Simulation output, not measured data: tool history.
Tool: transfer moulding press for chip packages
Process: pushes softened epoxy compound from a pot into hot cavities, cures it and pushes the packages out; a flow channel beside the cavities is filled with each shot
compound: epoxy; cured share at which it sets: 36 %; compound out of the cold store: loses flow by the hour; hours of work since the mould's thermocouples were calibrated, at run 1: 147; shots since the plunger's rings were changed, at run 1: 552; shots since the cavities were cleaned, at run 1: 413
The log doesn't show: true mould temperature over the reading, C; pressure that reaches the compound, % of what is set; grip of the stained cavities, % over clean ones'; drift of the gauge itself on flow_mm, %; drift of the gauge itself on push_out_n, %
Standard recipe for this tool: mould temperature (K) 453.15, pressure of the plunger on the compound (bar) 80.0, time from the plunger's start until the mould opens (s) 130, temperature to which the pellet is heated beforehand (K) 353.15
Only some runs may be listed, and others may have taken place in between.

run	hour	mould temperature (K)	pressure of the plunger on the compound (bar)	time from the plunger's start until the mould opens (s)	temperature to which the pellet is heated beforehand (K)	hours of work since the mould's thermocouples were calibrated	shots since the plunger's rings were changed	shots since the cavities were cleaned	incoming compound's hours out of the cold store	length that the compound runs in the flow channel (mm)	greatest force on the pins that push the packages out (N)
1	0.0	453.15	80.0	130	353.15	147	552	413	8.0	1027	419
2	8.3	453.15	80.0	130	353.15	153	636	497	32.4	872	445
3	14.1	453.15	80.0	130	353.15	157	694	555	22.9	924	457
4	23.6	453.15	80.0	130	353.15	163	788	649	15.7	970	464
5	28.0	453.15	98.6	130	353.15	166	832	693	47.3	877	450
6	32.8	453.15	98.6	130	353.15	169	880	741	35.3	947	449
7	38.8	453.15	80.0	130	353.15	173	939	800	21.2	934	466
8	46.1	449.15	80.0	130	353.15	178	1012	873	24.1	937	556
9	53.9	449.15	80.0	130	353.15	183	1091	952	47.2	806	540
# hour 55.8: cavities cleaned with cleaning compound and waxed
10	64.5	449.15	80.0	130	353.15	189	1181	86	42.1	828	307
11	69.3	449.15	80.0	130	353.15	192	1230	135	29.7	904	355
12	74.4	453.15	80.0	130	353.15	196	1280	185	28.0	891	339
13	84.9	453.15	80.0	130	353.15	203	1385	290	37.7	834	374
14	93.5	453.15	80.0	130	353.15	209	1471	376	15.3	966	438
15	98.9	453.15	80.0	130	353.15	212	1525	430	21.3	929	417
# hour 101.7: mould's thermocouples calibrated
16	110.2	453.15	80.0	159	347.15	6	1618	523	10.1	1001	410
17	118.1	453.15	72.4	113	347.15	11	1696	601	45.8	749	489
18	128.8	453.15	93.0	120	353.15	18	1803	708	38.5	892	495
19	136.8	453.15	93.0	120	359.15	23	1884	789	21.7	991	503
20	141.7	453.15	93.0	120	359.15	27	1932	837	24.7	973	506
21	148.8	453.15	93.0	120	359.15	32	2003	908	12.0	1058	497
# hour 152.4: mould's thermocouples calibrated, once more
# hour 157.0: cavities cleaned with cleaning compound and waxed
22	157.0	453.15	93.0	120	359.15	2	2050	0	13.1	1052	241
23	164.0	453.15	80.0	163	346.15	7	2120	70	31.4	862	255
24	172.5	453.15	80.0	163	346.15	12	2205	155	12.4	979	301
25	182.0	451.15	80.0	130	355.15	19	2300	250	41.3	817	391
26	189.2	451.15	80.0	130	355.15	24	2371	321	28.0	892	412
27	194.3	451.15	82.6	130	347.15	27	2422	372	38.8	839	429
28	205.0	452.15	82.6	130	347.15	34	2529	479	14.5	982	463

For each entry between runs, how does the tool's hidden state at the last listed run before it compare with that at the first listed run after it?
Run 9 -> run 10: cavities cleaned with cleaning compound and waxed (hour 55.8)
  true mould temperature over the reading, C: -0.06 -> -0.05; pressure that reaches the compound, % of what is set: 97.6 -> 97.41; grip of the stained cavities, % over clean ones': 125.4 -> 33.1
  the result without the hidden state subtracted from the measured one, length that the compound runs in the flow channel (mm): -10 -> -10; greatest force on the pins that push the packages out (N): +299 -> +78
Run 15 -> run 16: mould's thermocouples calibrated (hour 101.7)
  true mould temperature over the reading, C: -0.01 -> 0; pressure that reaches the compound, % of what is set: 96.75 -> 96.55; grip of the stained cavities, % over clean ones': 97.8 -> 106.4
  the result without the hidden state subtracted from the measured one, length that the compound runs in the flow channel (mm): -15 -> -17; greatest force on the pins that push the packages out (N): +204 -> +205
Run 21 -> run 22: mould's thermocouples calibrated, once more (hour 152.4); cavities cleaned with cleaning compound and waxed (hour 157.0)
  true mould temperature over the reading, C: 0.04 -> -0.11; pressure that reaches the compound, % of what is set: 95.78 -> 95.69; grip of the stained cavities, % over clean ones': 124.1 -> 3.2
  the result without the hidden state subtracted from the measured one, length that the compound runs in the flow channel (mm): -24 -> -22; greatest force on the pins that push the packages out (N): +273 -> +8

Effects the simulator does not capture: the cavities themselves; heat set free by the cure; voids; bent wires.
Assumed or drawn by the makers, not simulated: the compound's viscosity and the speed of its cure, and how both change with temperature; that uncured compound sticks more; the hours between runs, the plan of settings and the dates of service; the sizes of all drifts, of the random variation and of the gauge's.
